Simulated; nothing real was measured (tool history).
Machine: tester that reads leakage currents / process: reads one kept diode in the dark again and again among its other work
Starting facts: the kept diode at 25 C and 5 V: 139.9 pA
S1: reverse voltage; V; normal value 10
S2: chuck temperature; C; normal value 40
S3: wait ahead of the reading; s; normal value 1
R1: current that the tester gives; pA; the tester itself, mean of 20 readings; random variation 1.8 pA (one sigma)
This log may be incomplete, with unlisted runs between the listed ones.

run 1 hour=0 | S1=10 S2=40 S3=1 | R1=591.66
run 2 hour=17.3 | S1=10 S2=40 S3=1 | R1=590.06
run 3 hour=41.1 | S1=10 S2=40 S3=1 | R1=592.27
run 4 hour=69.8 | S1=10 S2=40 S3=1.16 | R1=591.25
run 5 hour=85.2 | S1=10 S2=40 S3=1 | R1=592.68
run 6 hour=99.5 | S1=10 S2=40 S3=1 | R1=588.71
run 7 hour=121.3 | S1=10 S2=40 S3=1 | R1=588.13
run 8 hour=139.8 | S1=10 S2=40 S3=1 | R1=591.3
run 9 hour=154.5 | S1=10 S2=40 S3=1 | R1=590.05
run 10 hour=180.2 | S1=10 S2=40 S3=0.75 | R1=589.97
run 11 hour=197 | S1=10 S2=23 S3=0.75 | R1=187
run 12 hour=215.8 | S1=10 S2=23 S3=0.75 | R1=187.2
run 13 hour=232.5 | S1=16 S2=40 S3=1 | R1=774.22
run 14 hour=252.5 | S1=16 S2=40 S3=0.33 | R1=774.75
run 15 hour=281.1 | S1=16 S2=40 S3=0.33 | R1=775.23
run 16 hour=297.3 | S1=10 S2=40 S3=1.35 | R1=587.5
run 17 hour=317 | S1=10 S2=40 S3=1 | R1=587.65
run 18 hour=334.1 | S1=10 S2=40 S3=1 | R1=587.66
run 19 hour=362.3 | S1=10 S2=40 S3=1 | R1=587.49
run 20 hour=391.8 | S1=10 S2=40 S3=1 | R1=588.69
run 21 hour=405.4 | S1=10 S2=40 S3=1 | R1=585.71
run 22 hour=425.9 | S1=10 S2=40 S3=1 | R1=591.05
run 23 hour=446.1 | S1=10 S2=40 S3=1 | R1=585.62
run 24 hour=475.4 | S1=4.7 S2=22 S3=1.97 | R1=109.33
run 25 hour=489.1 | S1=11.2 S2=40 S3=1.97 | R1=623.99
run 26 hour=504.8 | S1=11.2 S2=40 S3=1.97 | R1=626.68
run 27 hour=523.1 | S1=11.2 S2=60 S3=0.6 | R1=2167.2
run 28 hour=536.4 | S1=11.7 S2=47 S3=0.6 | R1=1005.34

What will run 29 give?
run 29 hour=563.5 | S1=11.7 S2=47 S3=0.6 | R1=?

{"run 29": {"R1": 1003.8}}
Were there no unlogged condition in the tool, this run, its random variation unchanged, would have produced R1 1036.17 pA.
